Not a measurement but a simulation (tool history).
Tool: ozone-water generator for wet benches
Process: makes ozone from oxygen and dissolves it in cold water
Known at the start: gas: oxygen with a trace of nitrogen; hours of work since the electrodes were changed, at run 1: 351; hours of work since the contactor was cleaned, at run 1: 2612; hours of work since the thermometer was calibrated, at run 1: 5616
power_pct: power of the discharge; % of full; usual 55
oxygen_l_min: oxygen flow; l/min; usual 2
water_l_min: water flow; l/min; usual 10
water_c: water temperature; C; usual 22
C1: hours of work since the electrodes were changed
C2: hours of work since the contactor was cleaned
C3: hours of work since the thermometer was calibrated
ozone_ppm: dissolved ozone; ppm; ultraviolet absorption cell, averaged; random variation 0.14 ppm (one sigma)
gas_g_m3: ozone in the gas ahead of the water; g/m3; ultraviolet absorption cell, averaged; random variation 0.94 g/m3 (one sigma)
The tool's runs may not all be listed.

run 1 hour=0 | power_pct=55 oxygen_l_min=2 water_l_min=10 water_c=22 | C1=351 C2=2612 C3=5616 | ozone_ppm=15 gas_g_m3=157.6
run 2 hour=36.1 | power_pct=55 oxygen_l_min=2 water_l_min=9 water_c=22 | C1=374 C2=2634 C3=5638 | ozone_ppm=16.3 gas_g_m3=156.7
run 3 hour=53.9 | power_pct=55 oxygen_l_min=1.2 water_l_min=9 water_c=22 | C1=385 C2=2645 C3=5650 | ozone_ppm=15.6 gas_g_m3=204.5
run 4 hour=84.9 | power_pct=55 oxygen_l_min=1.2 water_l_min=9 water_c=22 | C1=404 C2=2665 C3=5669 | ozone_ppm=15.6 gas_g_m3=204.7
run 5 hour=124.8 | power_pct=55 oxygen_l_min=1.2 water_l_min=9 water_c=22 | C1=429 C2=2689 C3=5693 | ozone_ppm=15.3 gas_g_m3=205.1
-- hour=138.7 water thermometer calibrated
run 6 hour=143.2 | power_pct=55 oxygen_l_min=1.2 water_l_min=9 water_c=22 | C1=440 C2=2700 C3=3 | ozone_ppm=15.6 gas_g_m3=203.5
run 7 hour=182.1 | power_pct=55 oxygen_l_min=1.2 water_l_min=9 water_c=22 | C1=464 C2=2724 C3=27 | ozone_ppm=15.5 gas_g_m3=203.3
run 8 hour=212.8 | power_pct=55 oxygen_l_min=1.2 water_l_min=9 water_c=22 | C1=483 C2=2744 C3=46 | ozone_ppm=15.6 gas_g_m3=206
run 9 hour=248.9 | power_pct=55 oxygen_l_min=1.2 water_l_min=9 water_c=22 | C1=505 C2=2766 C3=68 | ozone_ppm=15.6 gas_g_m3=202.8
run 10 hour=267.7 | power_pct=55 oxygen_l_min=1.2 water_l_min=9 water_c=22 | C1=517 C2=2778 C3=80 | ozone_ppm=15.6 gas_g_m3=206.4
run 11 hour=297.7 | power_pct=55 oxygen_l_min=1.2 water_l_min=9 water_c=15 | C1=535 C2=2796 C3=99 | ozone_ppm=16.4 gas_g_m3=203.5
run 12 hour=326.1 | power_pct=55 oxygen_l_min=2 water_l_min=10 water_c=22 | C1=553 C2=2814 C3=116 | ozone_ppm=15.1 gas_g_m3=156

Run 13 comes next. What will it give?
run 13 hour=343.2 | power_pct=87 oxygen_l_min=2.45 water_l_min=10 water_c=22 | C1=564 C2=2824 C3=127 | ozone_ppm=? gas_g_m3=?

Run 13 gave ozone_ppm 22.7 ppm, gas_g_m3 214 g/m3.
Without the tool's hidden state the same run would have given ozone_ppm 23.3 ppm, gas_g_m3 216.2 g/m3.
